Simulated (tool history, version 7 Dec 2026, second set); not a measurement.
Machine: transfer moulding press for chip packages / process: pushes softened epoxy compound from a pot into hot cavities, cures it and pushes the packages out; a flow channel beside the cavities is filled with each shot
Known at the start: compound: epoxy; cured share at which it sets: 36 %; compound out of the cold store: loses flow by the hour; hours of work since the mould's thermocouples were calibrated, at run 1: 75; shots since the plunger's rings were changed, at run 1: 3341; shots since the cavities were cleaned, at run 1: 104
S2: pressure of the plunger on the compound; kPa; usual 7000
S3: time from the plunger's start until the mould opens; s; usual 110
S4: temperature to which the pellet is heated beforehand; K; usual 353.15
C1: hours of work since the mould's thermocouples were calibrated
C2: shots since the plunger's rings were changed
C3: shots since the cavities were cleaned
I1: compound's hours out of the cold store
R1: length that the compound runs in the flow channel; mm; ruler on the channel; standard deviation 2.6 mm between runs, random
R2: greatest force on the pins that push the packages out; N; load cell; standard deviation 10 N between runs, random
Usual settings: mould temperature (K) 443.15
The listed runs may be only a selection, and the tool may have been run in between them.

Run 1, day 0: usual settings; C1 75; C2 3341; C3 104; I1 14.8. Result: R1 845 mm, R2 562 N.
Run 2, day 0.408: usual settings but S4 344.15 K; C1 79; C2 3410; C3 173; I1 27.9. Result: R1 810 mm, R2 624 N.
Run 3, day 0.85: usual settings but S4 344.15 K; C1 84; C2 3484; C3 247; I1 9.2. Result: R1 856 mm, R2 618 N.
Run 4, day 1.2: usual settings but S4 344.15 K; C1 87; C2 3543; C3 306; I1 46.7. Result: R1 762 mm, R2 609 N.
Run 5, day 1.592: usual settings but S2 8450 kPa; C1 92; C2 3609; C3 372; I1 26.5. Result: R1 890 mm, R2 668 N.
Run 6, day 1.946: usual settings but S2 8450 kPa; C1 95; C2 3668; C3 431; I1 13.5. Result: R1 923 mm, R2 683 N.
Run 7, day 2.229: usual settings but S2 8450 kPa; C1 98; C2 3715; C3 478; I1 17.4. Result: R1 911 mm, R2 699 N.
Run 8, day 2.45: usual settings but S2 8450 kPa; C1 101; C2 3753; C3 516; I1 18. Result: R1 907 mm, R2 713 N.
Run 9, day 2.667: usual settings but S2 8450 kPa; C1 103; C2 3789; C3 552; I1 16.9. Result: R1 912 mm, R2 687 N.
Run 10, day 3.012: usual settings but S3 107 s; C1 107; C2 3847; C3 610; I1 8.4. Result: R1 856 mm, R2 748 N.
Run 11, day 3.396: usual settings but S3 107 s; C1 111; C2 3911; C3 674; I1 42.7. Result: R1 764 mm, R2 724 N.
At day 3.492: cavities cleaned with cleaning compound and waxed.
Run 12, day 3.675: usual settings but S3 107 s; C1 113; C2 3948; C3 31; I1 16.5. Result: R1 830 mm, R2 510 N.
Run 13, day 3.958: usual settings but S4 356.15 K; C1 116; C2 3995; C3 78; I1 19.7. Result: R1 824 mm, R2 532 N.
Run 14, day 4.3: usual settings but mould temperature (K) 447.15; C1 120; C2 4052; C3 135; I1 35.9. Result: R1 771 mm, R2 511 N.
Run 15, day 4.496: usual settings but mould temperature (K) 447.15; C1 122; C2 4086; C3 169; I1 11.9. Result: R1 828 mm, R2 526 N.
Run 16, day 4.858: usual settings but mould temperature (K) 447.15, S2 6130 kPa; C1 126; C2 4146; C3 229; I1 8.8. Result: R1 785 mm, R2 562 N.
Run 17, day 5.179: usual settings but mould temperature (K) 444.15, S3 122 s; C1 129; C2 4200; C3 283; I1 8.1. Result: R1 845 mm, R2 587 N.
Run 18, day 5.621: usual settings but mould temperature (K) 441.15, S2 8090 kPa, S4 362.15 K; C1 134; C2 4274; C3 357; I1 14.2. Result: R1 904 mm, R2 720 N.
Run 19, day 5.867: usual settings but mould temperature (K) 441.15, S2 8660 kPa, S3 120 s, S4 362.15 K; C1 136; C2 4316; C3 399; I1 44.9. Result: R1 852 mm, R2 649 N.
Run 20, day 6.288: usual settings but mould temperature (K) 441.15, S2 8660 kPa, S3 120 s, S4 362.15 K; C1 141; C2 4386; C3 469; I1 46. Result: R1 843 mm, R2 661 N.
Run 21, day 6.717: usual settings but mould temperature (K) 451.15, S2 5880 kPa, S3 134 s; C1 145; C2 4458; C3 541; I1 24. Result: R1 720 mm, R2 579 N.
Run 22, day 6.942: usual settings but mould temperature (K) 436.15, S3 104 s; C1 148; C2 4496; C3 579; I1 42.5. Result: R1 788 mm, R2 1205 N.
Run 23, day 7.142: usual settings but S2 6100 kPa, S3 145 s, S4 346.15 K; C1 150; C2 4530; C3 613; I1 14.6. Result: R1 780 mm, R2 615 N.
Run 24, day 7.425: usual settings but mould temperature (K) 440.15, S2 7180 kPa; C1 153; C2 4577; C3 660; I1 42. Result: R1 784 mm, R2 817 N.
At day 7.596: cavities cleaned with cleaning compound and waxed.
Run 25, day 7.75: usual settings but mould temperature (K) 440.15, S2 6470 kPa; C1 156; C2 4621; C3 26; I1 13.9. Result: R1 816 mm, R2 595 N.
Run 26, day 8.225: usual settings but mould temperature (K) 440.15, S2 6470 kPa; C1 161; C2 4701; C3 106; I1 21.6. Result: R1 794 mm, R2 629 N.
Run 27, day 8.658: usual settings but mould temperature (K) 446.15, S2 8380 kPa, S3 107 s, S4 358.15 K; C1 165; C2 4774; C3 179; I1 29.8. Result: R1 848 mm, R2 535 N.
Run 28, day 9.079: usual settings but mould temperature (K) 446.15, S2 6810 kPa, S3 107 s, S4 358.15 K; C1 170; C2 4844; C3 249; I1 20.4. Result: R1 794 mm, R2 576 N.

Forecast each of these 5 alternatives for the next run:
Run A, day 9.529: usual settings but S4 357.15 K; C1 175; C2 4920; C3 325; I1 8.5. Result: R1 ?, R2 ?.
Run B, day 9.529: usual settings but mould temperature (K) 446.15, S2 7620 kPa, S3 131 s, S4 363.15 K; C1 175; C2 4920; C3 325; I1 43. Result: R1 ?, R2 ?.
Run C, day 9.529: usual settings but S2 7330 kPa; C1 175; C2 4920; C3 325; I1 13.1. Result: R1 ?, R2 ?.
Run D, day 9.529: usual settings but mould temperature (K) 446.15, S2 6810 kPa, S3 121 s, S4 351.15 K; C1 175; C2 4920; C3 325; I1 32. Result: R1 ?, R2 ?.
Run E, day 9.529: usual settings but mould temperature (K) 446.15, S2 6400 kPa, S3 107 s, S4 361.15 K; C1 175; C2 4920; C3 325; I1 13. Result: R1 ?, R2 ?.

run   R1   R2
  A  846  629
  B  777  532
  C  854  649
  D  765  570
  E  785  573
Take away the tool's hidden state, keep each run's random variation, and the runs would have read:
run   R1   R2
  A  883  467
  B  811  393
  C  892  481
  D  799  424
  E  820  426
